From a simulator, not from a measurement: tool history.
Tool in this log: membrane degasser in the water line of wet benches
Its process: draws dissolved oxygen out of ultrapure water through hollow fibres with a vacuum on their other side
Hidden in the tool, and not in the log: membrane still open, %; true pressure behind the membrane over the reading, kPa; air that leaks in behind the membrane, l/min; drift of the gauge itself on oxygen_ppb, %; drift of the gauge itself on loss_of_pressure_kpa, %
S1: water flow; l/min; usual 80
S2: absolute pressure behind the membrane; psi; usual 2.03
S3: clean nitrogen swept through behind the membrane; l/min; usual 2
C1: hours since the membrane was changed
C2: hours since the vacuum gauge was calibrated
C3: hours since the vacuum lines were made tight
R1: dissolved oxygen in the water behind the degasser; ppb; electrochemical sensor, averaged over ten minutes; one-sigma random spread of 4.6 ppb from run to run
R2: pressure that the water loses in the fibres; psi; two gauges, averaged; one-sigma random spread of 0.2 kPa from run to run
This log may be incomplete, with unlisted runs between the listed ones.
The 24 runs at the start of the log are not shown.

| run | hour | S1 | S2 | S3 | C1 | C2 | C3 | R1 | R2 |
|---|---|---|---|---|---|---|---|---|---|
| 25 | 4871.8 | 62 | 4.89 | 3.78 | 5771 | 1630 | 1102 | 1055.2 | 5.007 |
| 26 | 5084.5 | 80 | 2.03 | 1.71 | 5984 | 1842 | 1315 | 1000.3 | 6.456 |
| 27 | 5200 | 69 | 4.1 | 2 | 6099 | 1958 | 1430 | 1551.5 | 5.564 |
| 28 | 5438.1 | 80 | 2.87 | 2.18 | 6337 | 2196 | 1668 | 1214.9 | 6.509 |
| 29 | 5707.4 | 80 | 2.87 | 2.18 | 6607 | 2465 | 1938 | 1207.9 | 6.506 |
| 30 | 5980.6 | 80 | 2.87 | 2.18 | 6880 | 2738 | 2211 | 1207.3 | 6.502 |
| 31 | 6220.1 | 80 | 2.87 | 2.18 | 7120 | 2978 | 2451 | 1207.2 | 6.503 |
| 32 | 6367.2 | 58 | 1.32 | 1.8 | 7267 | 3125 | 2598 | 416.2 | 4.699 |
| 33 | 6598.1 | 58 | 3.76 | 3.27 | 7497 | 3356 | 2829 | 857.8 | 4.666 |

Alternative continuations, all from the tool just after run 33; predict every row:
| A | 6746.6 | 70 | 1.33 | 4.51 | 7646 | 3504 | 2977 | ? | ? |
| B | 6746.6 | 95 | 1.75 | 1.14 | 7646 | 3504 | 2977 | ? | ? |
| C | 6746.6 | 50 | 3.29 | 1.1 | 7646 | 3504 | 2977 | ? | ? |

| run | R1 | R2 |
|---|---|---|
| A | 291.1 | 5.664 |
| B | 1290 | 7.725 |
| C | 1502.4 | 4.029 |
Take away the tool's hidden state, keep each run's random variation, and the runs would have read:
| run | R1 | R2 |
|---|---|---|
| A | 290.8 | 5.661 |
| B | 1289.5 | 7.72 |
| C | 1502.3 | 4.026 |

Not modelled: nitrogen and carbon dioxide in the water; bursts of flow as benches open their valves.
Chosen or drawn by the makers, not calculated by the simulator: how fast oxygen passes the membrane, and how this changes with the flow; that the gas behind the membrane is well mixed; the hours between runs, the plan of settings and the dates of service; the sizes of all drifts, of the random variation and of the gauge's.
